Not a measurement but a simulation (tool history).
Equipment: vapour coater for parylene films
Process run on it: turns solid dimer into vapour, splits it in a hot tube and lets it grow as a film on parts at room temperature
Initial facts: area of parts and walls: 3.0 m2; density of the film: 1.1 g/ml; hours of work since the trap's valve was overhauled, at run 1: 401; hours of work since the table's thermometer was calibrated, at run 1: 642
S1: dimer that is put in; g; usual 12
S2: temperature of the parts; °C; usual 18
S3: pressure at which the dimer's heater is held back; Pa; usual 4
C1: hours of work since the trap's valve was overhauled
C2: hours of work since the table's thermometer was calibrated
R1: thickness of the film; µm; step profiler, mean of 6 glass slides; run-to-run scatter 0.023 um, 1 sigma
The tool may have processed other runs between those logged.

Run 1, day 0: usual settings; C1 401; C2 642. Result: R1 1.83 µm.
At day 0.996: trap's valve overhauled.
Run 2, day 1.338: usual settings but S3 4.25 Pa; C1 5; C2 658. Result: R1 2.05 µm.
Run 3, day 2.508: usual settings but S3 4.25 Pa; C1 21; C2 674. Result: R1 2.01 µm.
Run 4, day 3.083: usual settings but S3 4.25 Pa; C1 28; C2 682. Result: R1 2.04 µm.
Run 5, day 3.75: usual settings; C1 37; C2 691. Result: R1 2.04 µm.
Run 6, day 4.842: usual settings; C1 52; C2 706. Result: R1 1.98 µm.
Run 7, day 5.442: usual settings; C1 61; C2 714. Result: R1 1.99 µm.
Run 8, day 6.654: usual settings but S1 6 g; C1 77; C2 730. Result: R1 0.94 µm.
Run 9, day 7.429: usual settings but S1 6 g; C1 88; C2 741. Result: R1 0.98 µm.
Run 10, day 8.175: usual settings but S1 6 g; C1 98; C2 751. Result: R1 0.99 µm.
Run 11, day 9.025: usual settings; C1 109; C2 762. Result: R1 2.02 µm.
Run 12, day 10.167: usual settings; C1 125; C2 778. Result: R1 1.99 µm.
Run 13, day 10.929: usual settings; C1 135; C2 788. Result: R1 2 µm.
Run 14, day 11.942: usual settings; C1 149; C2 802. Result: R1 1.9 µm.
Run 15, day 12.462: usual settings but S1 11 g; C1 156; C2 809. Result: R1 1.83 µm.
Run 16, day 13.4: usual settings but S1 11 g; C1 169; C2 822. Result: R1 1.78 µm.
Run 17, day 14.388: usual settings but S1 11 g; C1 182; C2 835. Result: R1 1.76 µm.
Run 18, day 15.175: usual settings but S1 18 g; C1 193; C2 846. Result: R1 2.94 µm.
Run 19, day 16.188: usual settings but S3 3.83 Pa; C1 207; C2 860. Result: R1 1.91 µm.
Run 20, day 17.358: usual settings but S3 3.83 Pa; C1 223; C2 876. Result: R1 1.94 µm.
Run 21, day 18.017: usual settings but S3 3.83 Pa; C1 232; C2 885. Result: R1 1.93 µm.
Run 22, day 18.567: usual settings; C1 239; C2 892. Result: R1 1.9 µm.
Run 23, day 19.4: usual settings; C1 250; C2 904. Result: R1 1.94 µm.
Run 24, day 20.55: usual settings; C1 266; C2 919. Result: R1 1.92 µm.
Run 25, day 21.271: usual settings but S1 11 g, S2 12 °C, S3 10.36 Pa; C1 276; C2 929. Result: R1 1.7 µm.
Run 26, day 22.058: usual settings but S1 9 g, S2 25 °C, S3 11.13 Pa; C1 287; C2 940. Result: R1 1.03 µm.
Run 27, day 22.675: usual settings but S1 6 g, S2 17 °C, S3 11.74 Pa; C1 295; C2 948. Result: R1 0.77 µm.
Run 28, day 23.625: usual settings but S1 6 g, S2 17 °C, S3 11.74 Pa; C1 308; C2 961. Result: R1 0.81 µm.
Run 29, day 24.308: usual settings but S1 19 g, S2 11 °C, S3 4.04 Pa; C1 317; C2 970. Result: R1 3.4 µm.
Run 30, day 24.838: usual settings but S1 9 g; C1 324; C2 978. Result: R1 1.4 µm.
Run 31, day 25.675: usual settings but S1 14 g, S3 2.33 Pa; C1 336; C2 989. Result: R1 2.41 µm.
Run 32, day 26.258: usual settings but S1 14 g, S3 2.33 Pa; C1 344; C2 997. Result: R1 2.35 µm.
Run 33, day 26.908: usual settings but S1 14 g, S3 2.33 Pa; C1 353; C2 1006. Result: R1 2.35 µm.
At day 27.438: table's thermometer calibrated.
Run 34, day 27.979: usual settings but S1 14 g, S3 8.97 Pa; C1 367; C2 7. Result: R1 1.86 µm.
Run 35, day 28.733: usual settings but S1 5 g, S3 3.42 Pa; C1 377; C2 18. Result: R1 0.8 µm.
Run 36, day 29.404: usual settings but S2 11 °C, S3 7.25 Pa; C1 386; C2 27. Result: R1 2 µm.
Run 37, day 30.383: usual settings but S1 11 g, S2 11 °C; C1 399; C2 40. Result: R1 2 µm.
Run 38, day 31.204: usual settings but S1 11 g, S2 19 °C, S3 10.61 Pa; C1 410; C2 51. Result: R1 1.43 µm.
At day 31.467: trap's valve overhauled.
Run 39, day 32.062: usual settings but S1 11 g, S2 19 °C, S3 10.61 Pa; C1 8; C2 61. Result: R1 1.55 µm.
Run 40, day 32.617: usual settings but S1 11 g, S2 19 °C, S3 7.39 Pa; C1 16; C2 68. Result: R1 1.68 µm.
Run 41, day 33.596: usual settings but S1 16 g, S2 20 °C, S3 9.97 Pa; C1 29; C2 82. Result: R1 2.26 µm.
Run 42, day 34.096: usual settings but S3 3.74 Pa; C1 36; C2 88. Result: R1 2.02 µm.
Run 43, day 34.596: usual settings but S3 3.74 Pa; C1 43; C2 95. Result: R1 2.02 µm.
Run 44, day 35.458: usual settings but S1 11 g, S3 3.74 Pa; C1 54; C2 107. Result: R1 1.9 µm.
Run 45, day 36.512: usual settings but S1 10 g, S2 13 °C, S3 5.91 Pa; C1 69; C2 121. Result: R1 1.78 µm.
Run 46, day 37.458: usual settings but S1 10 g, S2 13 °C, S3 5.91 Pa; C1 82; C2 134. Result: R1 1.74 µm.
Run 47, day 38.592: usual settings but S1 6 g, S2 12 °C, S3 8.09 Pa; C1 97; C2 149. Result: R1 0.99 µm.

4 ways to go on from here, each from the tool as it stands after run 47. What would each give?
Run A, day 39.408: usual settings but S2 21 °C, S3 8.09 Pa; C1 108; C2 161. Result: R1 ?.
Run B, day 39.408: usual settings but S3 3.78 Pa; C1 108; C2 161. Result: R1 ?.
Run C, day 39.408: usual settings but S1 6 g; C1 108; C2 161. Result: R1 ?.
Run D, day 39.408: usual settings but S1 6 g, S2 16 °C, S3 2.47 Pa; C1 108; C2 161. Result: R1 ?.

run    R1
  A  1.68
  B     2
  C  1.03
  D  1.09
Had the tool no hidden state, the same runs would have come out as:
run    R1
  A  1.73
  B  2.07
  C  1.07
  D  1.12
